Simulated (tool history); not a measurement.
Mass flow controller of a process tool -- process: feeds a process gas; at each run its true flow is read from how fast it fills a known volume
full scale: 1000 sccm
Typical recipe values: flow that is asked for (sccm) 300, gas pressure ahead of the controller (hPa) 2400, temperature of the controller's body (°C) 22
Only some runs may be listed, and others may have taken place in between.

| run | hour | flow that is asked for (sccm) | gas pressure ahead of the controller (hPa) | temperature of the controller's body (°C) | true flow (%) |
|---|---|---|---|---|---|
| 1 | 0 | 300 | 2400 | 22 | 100.57 |
| 2 | 146.6 | 300 | 2700 | 22 | 100.52 |
| 3 | 260.1 | 300 | 2390 | 22 | 100.73 |
| 4 | 390.5 | 300 | 2400 | 22 | 100.79 |
| 5 | 502.8 | 300 | 2400 | 22 | 100.82 |
| 6 | 673 | 300 | 2400 | 22 | 100.81 |
|  | 681.6 | controller's zero set anew |
| 7 | 743 | 300 | 2400 | 22 | 101.88 |
| 8 | 866.9 | 300 | 2400 | 22 | 101.89 |
| 9 | 938.8 | 300 | 2400 | 22 | 101.9 |
| 10 | 1039 | 300 | 2400 | 22 | 102.04 |
| 11 | 1143.3 | 300 | 2400 | 22 | 102.06 |
|  | 1251.6 | controller's zero set anew, once more |
| 12 | 1307.1 | 300 | 2400 | 22 | 99.57 |
| 13 | 1462.1 | 300 | 2400 | 22 | 99.59 |
| 14 | 1581.9 | 417 | 1810 | 22 | 99.92 |
| 15 | 1731.9 | 300 | 1520 | 20 | 100.08 |
| 16 | 1812.7 | 300 | 1520 | 20 | 99.97 |
| 17 | 1966.6 | 501 | 1560 | 27 | 100.73 |

Below are 5 alternative next runs, each starting from the tool's condition after run 17. Predict each:
| A | 2134.2 | 501 | 1550 | 27 | ? |
| B | 2134.2 | 501 | 1560 | 31 | ? |
| C | 2134.2 | 122 | 1990 | 20 | ? |
| D | 2134.2 | 501 | 2330 | 32 | ? |
| E | 2134.2 | 218 | 1510 | 21 | ? |

| run | true flow (%) |
|---|---|
| A | 100.76 |
| B | 101 |
| C | 99.86 |
| D | 100.71 |
| E | 99.92 |
Stripped of hidden state, with their random variation kept, the same runs would have yielded:
| run | true flow (%) |
|---|---|
| A | 99.49 |
| B | 99.73 |
| C | 98.19 |
| D | 99.44 |
| E | 98.49 |
